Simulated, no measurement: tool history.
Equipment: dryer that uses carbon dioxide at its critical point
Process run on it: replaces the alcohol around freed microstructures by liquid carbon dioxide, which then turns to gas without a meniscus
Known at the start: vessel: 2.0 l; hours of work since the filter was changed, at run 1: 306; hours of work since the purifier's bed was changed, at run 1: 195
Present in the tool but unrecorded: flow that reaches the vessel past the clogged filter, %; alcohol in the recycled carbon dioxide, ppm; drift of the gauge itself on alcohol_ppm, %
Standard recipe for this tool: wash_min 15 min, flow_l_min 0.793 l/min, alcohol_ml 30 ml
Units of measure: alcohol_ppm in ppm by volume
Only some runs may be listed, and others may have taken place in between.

run,hour,wash_min,flow_l_min,alcohol_ml,hours of work since the filter was changed,hours of work since the purifier's bed was changed,alcohol_ppm
1,0,15,0.793,30,306,195,221
2,24.4,15,0.793,30,322,211,223
3,41.3,15,0.793,30,333,222,232
4,74.8,15,0.793,30,355,244,236
5,109.1,15,1.309,30,377,266,111
# hour 121.9: inlet filter changed
6,147.5,15,1.309,30,17,290,121
7,184.4,15,1.309,30,41,315,123
8,203.3,15,1.309,30,53,327,130
9,225.4,22,0.793,30,68,341,149
10,255.6,23,0.833,46,88,361,148
11,280.6,12,0.558,30,104,378,1044
12,297.3,10,0.72,30,115,388,919
13,328.3,10,0.72,30,135,409,950
14,364.8,16,0.683,30,159,433,336
15,385.7,24,0.793,30,173,446,178
16,409.8,24,0.793,30,188,462,194
17,442.5,24,0.793,30,210,484,190

Predict each of these 4 candidate next runs independently; none follows another, all start after run 17:
A,472,15,1.071,30,229,503,?
B,472,18,0.884,30,229,503,?
C,472,10,0.93,99,229,503,?
D,472,9,0.793,117,229,503,?

run,alcohol_ppm
A,226
B,213
C,1390
D,3530
Had the tool no hidden state, the same runs would have come out as:
run,alcohol_ppm
A,33
B,25
C,1055
D,3012

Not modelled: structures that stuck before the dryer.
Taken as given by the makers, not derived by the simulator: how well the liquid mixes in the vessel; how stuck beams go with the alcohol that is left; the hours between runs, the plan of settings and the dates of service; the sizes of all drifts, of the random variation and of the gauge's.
